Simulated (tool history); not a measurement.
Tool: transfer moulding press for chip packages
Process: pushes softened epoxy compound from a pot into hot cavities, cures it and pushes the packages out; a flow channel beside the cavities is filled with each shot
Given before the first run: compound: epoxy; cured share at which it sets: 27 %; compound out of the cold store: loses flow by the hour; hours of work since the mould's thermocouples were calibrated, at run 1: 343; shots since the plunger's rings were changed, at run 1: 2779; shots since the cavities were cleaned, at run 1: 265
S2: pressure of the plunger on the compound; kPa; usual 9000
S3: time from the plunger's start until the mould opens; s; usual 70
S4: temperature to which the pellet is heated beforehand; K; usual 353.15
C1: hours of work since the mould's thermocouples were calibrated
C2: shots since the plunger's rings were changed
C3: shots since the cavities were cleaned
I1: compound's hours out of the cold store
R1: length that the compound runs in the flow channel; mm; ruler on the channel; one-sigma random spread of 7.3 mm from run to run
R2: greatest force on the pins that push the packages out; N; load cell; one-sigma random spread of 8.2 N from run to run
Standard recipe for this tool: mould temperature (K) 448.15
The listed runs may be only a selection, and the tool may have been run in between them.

{"run": 1, "hour": 0.0, "mould temperature (K)": 448.15, "S2": 9000, "S3": 70, "S4": 353.15, "C1": 343, "C2": 2779, "C3": 265, "I1": 21.4, "R1": 876, "R2": 339}
{"run": 2, "hour": 29.4, "mould temperature (K)": 448.15, "S2": 9000, "S3": 70, "S4": 353.15, "C1": 362, "C2": 3274, "C3": 760, "I1": 23.5, "R1": 853, "R2": 336}
{"hour": 40.3, "done": "cavities cleaned with cleaning compound and waxed"}
{"run": 3, "hour": 64.8, "mould temperature (K)": 448.15, "S2": 9000, "S3": 84, "S4": 353.15, "C1": 383, "C2": 3846, "C3": 414, "I1": 47.2, "R1": 734, "R2": 252}
{"hour": 99.5, "done": "cavities cleaned with cleaning compound and waxed"}
{"run": 4, "hour": 101.2, "mould temperature (K)": 448.15, "S2": 9000, "S3": 84, "S4": 353.15, "C1": 406, "C2": 4434, "C3": 29, "I1": 33.8, "R1": 794, "R2": 254}
{"run": 5, "hour": 127.4, "mould temperature (K)": 448.15, "S2": 9000, "S3": 84, "S4": 353.15, "C1": 423, "C2": 4876, "C3": 471, "I1": 42, "R1": 770, "R2": 258}
{"hour": 141.5, "done": "plunger's sealing rings changed"}
{"hour": 158.7, "done": "cavities cleaned with cleaning compound and waxed"}
{"run": 6, "hour": 166.3, "mould temperature (K)": 448.15, "S2": 9000, "S3": 84, "S4": 353.15, "C1": 445, "C2": 392, "C3": 127, "I1": 31.5, "R1": 830, "R2": 251}
{"run": 7, "hour": 203.6, "mould temperature (K)": 448.15, "S2": 9000, "S3": 84, "S4": 353.15, "C1": 469, "C2": 1020, "C3": 755, "I1": 38.8, "R1": 773, "R2": 255}
{"hour": 215.4, "done": "cavities cleaned with cleaning compound and waxed"}
{"run": 8, "hour": 260.0, "mould temperature (K)": 448.15, "S2": 9000, "S3": 84, "S4": 353.15, "C1": 505, "C2": 1946, "C3": 753, "I1": 13.9, "R1": 918, "R2": 268}
{"hour": 274.6, "done": "cavities cleaned with cleaning compound and waxed"}
{"hour": 305.6, "done": "mould's thermocouples calibrated"}
{"run": 9, "hour": 306.4, "mould temperature (K)": 448.15, "S2": 9000, "S3": 104, "S4": 353.15, "C1": 1, "C2": 2668, "C3": 502, "I1": 43.3, "R1": 760, "R2": 243}
{"hour": 335.3, "done": "cavities cleaned with cleaning compound and waxed"}
{"run": 10, "hour": 336.2, "mould temperature (K)": 448.15, "S2": 9000, "S3": 70, "S4": 353.15, "C1": 19, "C2": 3146, "C3": 16, "I1": 24.4, "R1": 859, "R2": 338}

What does the tool deliver on the next run?
{"run": 11, "hour": 364.5, "mould temperature (K)": 449.15, "S2": 9000, "S3": 61, "S4": 353.15, "C1": 37, "C2": 3621, "C3": 491, "I1": 41.9, "R1": "?", "R2": "?"}

Logged for run 11: R1 771 mm, R2 416 N.
The same run, on a tool lacking any hidden state, would have yielded R1 772 mm, R2 412 N.

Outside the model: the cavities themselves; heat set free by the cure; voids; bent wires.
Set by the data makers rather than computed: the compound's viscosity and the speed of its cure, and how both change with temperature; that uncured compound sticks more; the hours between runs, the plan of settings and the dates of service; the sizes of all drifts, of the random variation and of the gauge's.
